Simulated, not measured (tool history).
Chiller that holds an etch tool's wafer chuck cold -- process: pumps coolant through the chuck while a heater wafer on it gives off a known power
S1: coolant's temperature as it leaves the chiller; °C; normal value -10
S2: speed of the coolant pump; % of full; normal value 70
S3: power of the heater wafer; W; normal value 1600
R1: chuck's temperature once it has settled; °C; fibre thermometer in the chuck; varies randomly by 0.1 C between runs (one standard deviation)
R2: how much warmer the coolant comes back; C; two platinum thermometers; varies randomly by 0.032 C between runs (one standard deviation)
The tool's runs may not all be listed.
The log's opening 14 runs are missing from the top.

run,day,S1,S2,S3,R1,R2
15,16.762,-10,71,1600,4.3,3.95
16,18.017,-10,71,1600,4.5,3.95
17,19.367,-1,95,1600,10.6,2.99
18,20.488,-9,72,2387,12.5,5.86
19,21.783,-19,71,963,-10.4,2.38
20,23.371,-10,100,1600,1.1,2.88
21,24.733,-1,61,1600,15.1,4.58
22,26.204,-1,69,1136,9.5,2.87
23,27.529,-6,88,2224,11.2,4.45
24,28.592,-10,61,1600,6.1,4.63
25,29.7,-4,85,2276,14.1,4.73
26,30.442,-1,92,2276,16.1,4.39
27,31.983,-18,70,1600,-3.4,4.05
28,32.788,-11,70,1600,3.7,4.11
29,34.229,-5,85,1151,4.1,2.42
30,35,-5,85,1151,4.1,2.38
31,35.862,-5,85,1151,4.4,2.41
32,36.671,-6,81,1151,3.6,2.49

4 ways to go on from here, each from the tool as it stands after run 32. What would each give?
A,38.238,-8,89,1151,?,?
B,38.238,-10,70,1335,?,?
C,38.238,-10,86,965,?,?
D,38.238,-19,66,1934,?,?

run,R1,R2
A,0.9,2.31
B,2.3,3.38
C,-2.3,2.03
D,-0.6,5.16
Had the tool no hidden state, the same runs would have come out as:
run,R1,R2
A,-0.4,2.3
B,0.6,3.36
C,-3.3,2.02
D,-3.1,5.13
